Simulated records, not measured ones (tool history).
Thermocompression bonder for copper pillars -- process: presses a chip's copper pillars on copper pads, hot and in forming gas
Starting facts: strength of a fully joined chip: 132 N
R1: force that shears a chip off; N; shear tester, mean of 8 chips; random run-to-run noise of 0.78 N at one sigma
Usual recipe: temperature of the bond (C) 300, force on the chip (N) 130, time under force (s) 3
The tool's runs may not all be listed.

Run 1, hour 0.0: usual settings. Result: R1 68.2 N.
Run 2, hour 14.6: usual settings. Result: R1 67.9 N.
Run 3, hour 30.3: usual settings. Result: R1 67.2 N.
Run 4, hour 45.1: usual settings. Result: R1 67.2 N.
Run 5, hour 62.2: usual settings. Result: R1 67.7 N.
Run 6, hour 76.1: usual settings but temperature of the bond (C) 318. Result: R1 83.6 N.
Run 7, hour 90.9: usual settings but temperature of the bond (C) 318. Result: R1 80.4 N.
Run 8, hour 99.9: usual settings but temperature of the bond (C) 318. Result: R1 82.1 N.
Run 9, hour 114.7: usual settings but force on the chip (N) 190. Result: R1 81.3 N.
Run 10, hour 129.5: usual settings but force on the chip (N) 190. Result: R1 83.3 N.
Run 11, hour 144.9: usual settings but force on the chip (N) 165. Result: R1 77.4 N.
Run 12, hour 161.0: usual settings but force on the chip (N) 165. Result: R1 76.8 N.
Run 13, hour 171.9: usual settings but force on the chip (N) 165. Result: R1 75.7 N.
Run 14, hour 187.4: usual settings but time under force (s) 2. Result: R1 57.3 N.
Run 15, hour 201.0: usual settings but force on the chip (N) 85, time under force (s) 2. Result: R1 41.3 N.
Run 16, hour 212.2: usual settings but force on the chip (N) 85, time under force (s) 7. Result: R1 67.3 N.
Run 17, hour 226.7: usual settings but temperature of the bond (C) 307, force on the chip (N) 85, time under force (s) 7. Result: R1 73.0 N.
Run 18, hour 237.4: usual settings. Result: R1 65.4 N.
Run 19, hour 250.8: usual settings but temperature of the bond (C) 283, force on the chip (N) 118. Result: R1 47.2 N.
Run 20, hour 261.5: usual settings but temperature of the bond (C) 283, force on the chip (N) 118. Result: R1 46.5 N.
Run 21, hour 275.4: usual settings but temperature of the bond (C) 275, force on the chip (N) 177, time under force (s) 7. Result: R1 74.6 N.
Run 22, hour 291.7: usual settings but temperature of the bond (C) 279, force on the chip (N) 185, time under force (s) 8. Result: R1 80.3 N.
Run 23, hour 304.7: usual settings but temperature of the bond (C) 279, force on the chip (N) 185, time under force (s) 8. Result: R1 80.4 N.
Run 24, hour 319.9: usual settings but temperature of the bond (C) 316, force on the chip (N) 178, time under force (s) 5. Result: R1 99.9 N.
Run 25, hour 332.5: usual settings but temperature of the bond (C) 316, force on the chip (N) 178, time under force (s) 5. Result: R1 96.9 N.
Run 26, hour 342.1: usual settings but temperature of the bond (C) 323, time under force (s) 2. Result: R1 71.4 N.
Run 27, hour 359.3: usual settings but force on the chip (N) 121, time under force (s) 7. Result: R1 77.6 N.
Run 28, hour 369.1: usual settings but force on the chip (N) 121, time under force (s) 7. Result: R1 77.8 N.
At hour 370.7: forming gas filter changed.
Run 29, hour 379.0: usual settings but temperature of the bond (C) 323, force on the chip (N) 131, time under force (s) 4. Result: R1 97.9 N.
Run 30, hour 395.8: usual settings but force on the chip (N) 146. Result: R1 70.9 N.
Run 31, hour 408.4: usual settings but force on the chip (N) 146. Result: R1 70.2 N.
Run 32, hour 419.5: usual settings but temperature of the bond (C) 282, force on the chip (N) 187, time under force (s) 2. Result: R1 56.0 N.
Run 33, hour 434.6: usual settings but temperature of the bond (C) 291, force on the chip (N) 187, time under force (s) 7. Result: R1 95.0 N.
Run 34, hour 444.1: usual settings but temperature of the bond (C) 291, force on the chip (N) 187, time under force (s) 7. Result: R1 93.0 N.
Run 35, hour 460.0: usual settings but temperature of the bond (C) 298, force on the chip (N) 84, time under force (s) 7. Result: R1 66.1 N.

What if the next run were any one of these 5? Each begins from the tool's condition after run 35:
Run A, hour 475.9: usual settings but temperature of the bond (C) 304, force on the chip (N) 151. Result: R1 ?.
Run B, hour 475.9: usual settings but time under force (s) 2. Result: R1 ?.
Run C, hour 475.9: usual settings but temperature of the bond (C) 278, force on the chip (N) 193, time under force (s) 2. Result: R1 ?.
Run D, hour 475.9: usual settings but temperature of the bond (C) 308, time under force (s) 2. Result: R1 ?.
Run E, hour 475.9: usual settings but temperature of the bond (C) 298, force on the chip (N) 159, time under force (s) 6. Result: R1 ?.

run    R1
  A  75.1
  B  56.6
  C  51.7
  D  62.4
  E  89.3
Without the tool's unlogged condition, the same runs would have read:
run    R1
  A  81.7
  B  62.5
  C  57.6
  D  68.3
  E  96.1
